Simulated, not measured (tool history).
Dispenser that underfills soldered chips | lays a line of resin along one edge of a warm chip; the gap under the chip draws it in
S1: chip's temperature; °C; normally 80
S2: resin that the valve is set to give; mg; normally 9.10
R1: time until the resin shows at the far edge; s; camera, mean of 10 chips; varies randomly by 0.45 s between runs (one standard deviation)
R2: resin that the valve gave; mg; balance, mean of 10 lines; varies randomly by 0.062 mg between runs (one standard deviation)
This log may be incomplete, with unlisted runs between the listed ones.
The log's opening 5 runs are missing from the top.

run   hour  S1     S2    R1     R2
      17.3  -- new syringe of resin
  6   20.3  80  10.47  37.5  10.22
  7   24.9  80  10.47  46.2  10.11
  8   30.8  75   9.10  77.5   8.63
      34.2  -- new syringe of resin
  9   35.4  80   9.10  34.9   8.67
 10   38.7  80   9.10  40.6   8.64
      41.0  -- dispensing valve cleaned and set on the balance
 11   45.1  80   9.10  51.1   9.14
 12   50.0  80   9.10  62.0   9.04
      51.8  -- new syringe of resin
 13   56.5  80  11.57  39.3  11.59
 14   60.1  80  11.57  46.1  11.45
 15   66.2  80   9.99  61.0   9.86
      68.7  -- new syringe of resin
 16   70.5  80   9.99  34.9   9.81
 17   75.9  80  10.18  43.8   9.98
 18   79.4  82  10.18  46.3  10.01
 19   84.5  78   9.43  72.7   9.17
      85.3  -- new syringe of resin
 20   88.7  81   8.28  37.3   7.98
 21   92.8  81   8.28  45.0   8.08
 22   98.8  81   8.28  57.7   8.07
     102.0  -- new syringe of resin
 23  104.4  66  11.34  71.8  11.03
 24  108.0  66  11.34  83.2  11.02
 25  111.5  66  11.34  98.7  10.90
 26  114.4  90   8.35  34.0   7.96
     118.7  -- new syringe of resin
 27  120.8  80  11.27  35.2  10.92
 28  125.1  95  10.54  20.9  10.10
     131.2  -- dispensing valve cleaned and set on the balance
 29  131.7  69  10.54  91.9  10.58

Run 30 comes next. What will it give?
 30  135.4  69  10.54   ?   ?

R1: 108.3 s
R2: 10.51 mg
Were there no unlogged condition in the tool, this run, its random variation unchanged, would have produced R1 56.1 s, R2 10.53 mg.
